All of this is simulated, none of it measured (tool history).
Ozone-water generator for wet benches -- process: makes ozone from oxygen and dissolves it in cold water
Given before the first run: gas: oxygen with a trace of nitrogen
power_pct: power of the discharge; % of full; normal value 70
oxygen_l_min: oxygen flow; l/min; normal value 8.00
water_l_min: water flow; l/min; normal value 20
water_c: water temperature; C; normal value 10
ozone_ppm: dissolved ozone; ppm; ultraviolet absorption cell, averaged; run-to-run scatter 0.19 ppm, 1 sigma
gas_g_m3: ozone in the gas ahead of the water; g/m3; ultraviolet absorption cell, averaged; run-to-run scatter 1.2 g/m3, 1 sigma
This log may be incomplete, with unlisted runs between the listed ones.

run   hour  power_pct  oxygen_l_min  water_l_min  water_c  ozone_ppm  gas_g_m3
  1    0.0         70          8.00           20       10       27.1     226.3
  2   34.7         70          8.00           20       10       27.0     224.7
  3   53.5         70          8.00           20       10       27.0     224.7
  4   77.0         70          8.00           20       10       27.2     224.4
  5  105.9         70          8.00           20       10       27.2     223.1
  6  128.3         70          8.00           21       10       25.8     222.4
  7  148.7         70          8.00           21       10       25.9     220.1
  8  173.5         70          8.00           20       11       27.0     221.1
  9  195.1         70          8.00           20       10       26.9     223.0
 10  227.7         70          8.00           20       10       27.3     220.2
 11  254.5         70          8.00           20       10       26.9     220.9
 12  278.1         70          8.00           20       10       26.9     221.3
 13  298.9         70          4.23           18        8       29.6     310.7
 14  331.6         70          4.23           18        8       30.0     309.8
 15  349.1         70          8.50           18        5       32.1     212.8
 16  366.1         70          8.50           18        5       32.3     211.6
 17  387.5         70          8.50           18        5       32.1     209.7
 18  419.0         75          5.33           20       10       28.7     290.6
 19  450.3         84         10.15           20       10       31.4     225.8
 20  466.0         70         10.86           20        7       28.0     182.6
 21  486.0         70          8.00           20       16       24.6     218.7

Each row is a separate what-if for the run after 21, all from the same tool condition, not one after another. Results?
  A  509.5         70          5.90           20        9          ?         ?
  B  509.5         70          8.57           20       10          ?         ?
  C  509.5         90          4.11           20        7          ?         ?
  D  509.5         65          8.00           29       14          ?         ?

run  ozone_ppm  gas_g_m3
  A       27.4     256.8
  B       26.6     210.2
  C       33.4     389.5
  D       17.3     204.5
Had the tool no hidden state, the same runs would have come out as:
run  ozone_ppm  gas_g_m3
  A       27.4     263.8
  B       26.6     215.8
  C       33.5     400.1
  D       17.4     210.1
